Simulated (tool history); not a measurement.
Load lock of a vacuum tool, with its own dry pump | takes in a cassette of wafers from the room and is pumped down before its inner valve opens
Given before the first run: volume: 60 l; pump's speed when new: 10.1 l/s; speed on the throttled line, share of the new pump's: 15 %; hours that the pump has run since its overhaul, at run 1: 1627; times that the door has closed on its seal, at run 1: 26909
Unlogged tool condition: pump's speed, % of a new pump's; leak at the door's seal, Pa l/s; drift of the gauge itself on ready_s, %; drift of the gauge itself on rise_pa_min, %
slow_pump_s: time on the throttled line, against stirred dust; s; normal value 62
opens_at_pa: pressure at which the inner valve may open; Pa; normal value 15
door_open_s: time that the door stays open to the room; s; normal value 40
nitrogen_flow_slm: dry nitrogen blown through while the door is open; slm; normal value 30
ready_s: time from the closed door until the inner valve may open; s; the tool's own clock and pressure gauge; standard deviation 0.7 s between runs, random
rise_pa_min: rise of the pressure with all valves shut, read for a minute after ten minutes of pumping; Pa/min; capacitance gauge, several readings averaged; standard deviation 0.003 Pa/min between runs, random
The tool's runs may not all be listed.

| run | hour | slow_pump_s | opens_at_pa | door_open_s | nitrogen_flow_slm | hours that the pump has run since its overhaul | times that the door has closed on its seal | incoming humidity of the room's air, % | ready_s | rise_pa_min |
|---|---|---|---|---|---|---|---|---|---|---|
| 1 | 0.0 | 62 | 15 | 40 | 30 | 1627 | 26909 | 45.9 | 106.7 | 0.475 |
| 2 | 118.2 | 62 | 15 | 40 | 30 | 1745 | 27238 | 48.3 | 106.0 | 0.502 |
| 3 | 353.5 | 62 | 15 | 57 | 30 | 1980 | 27894 | 45.8 | 108.5 | 0.519 |
| 4 | 497.5 | 62 | 15 | 57 | 30 | 2124 | 28295 | 45.3 | 106.6 | 0.526 |
| 5 | 680.6 | 62 | 15 | 57 | 30 | 2307 | 28805 | 43.1 | 106.4 | 0.538 |
| 6 | 913.6 | 62 | 15 | 57 | 30 | 2540 | 29453 | 44.7 | 107.7 | 0.570 |
| 7 | 1189.5 | 62 | 15 | 57 | 30 | 2816 | 30222 | 45.3 | 105.6 | 0.575 |
| 8 | 1354.0 | 112 | 15 | 40 | 30 | 2981 | 30680 | 42.0 | 149.2 | 0.584 |
| 9 | 1640.3 | 62 | 15 | 40 | 30 | 3267 | 31477 | 43.5 | 107.5 | 0.609 |
| 10 | 1833.7 | 62 | 15 | 40 | 30 | 3460 | 32016 | 43.8 | 106.7 | 0.618 |
| 11 | 2060.0 | 62 | 15 | 40 | 30 | 3687 | 32646 | 48.0 | 106.1 | 0.637 |
| 12 | 2284.0 | 62 | 15 | 40 | 30 | 3911 | 33270 | 47.8 | 107.3 | 0.673 |

Forecast run 13:
| 13 | 2494.4 | 62 | 15 | 40 | 30 | 4121 | 33856 | 45.8 | ? | ? |

Run 13 gave ready_s 106.8 s, rise_pa_min 0.679 Pa/min.
Without the tool's hidden state the same run would have given ready_s 105.0 s, rise_pa_min 0.032 Pa/min.

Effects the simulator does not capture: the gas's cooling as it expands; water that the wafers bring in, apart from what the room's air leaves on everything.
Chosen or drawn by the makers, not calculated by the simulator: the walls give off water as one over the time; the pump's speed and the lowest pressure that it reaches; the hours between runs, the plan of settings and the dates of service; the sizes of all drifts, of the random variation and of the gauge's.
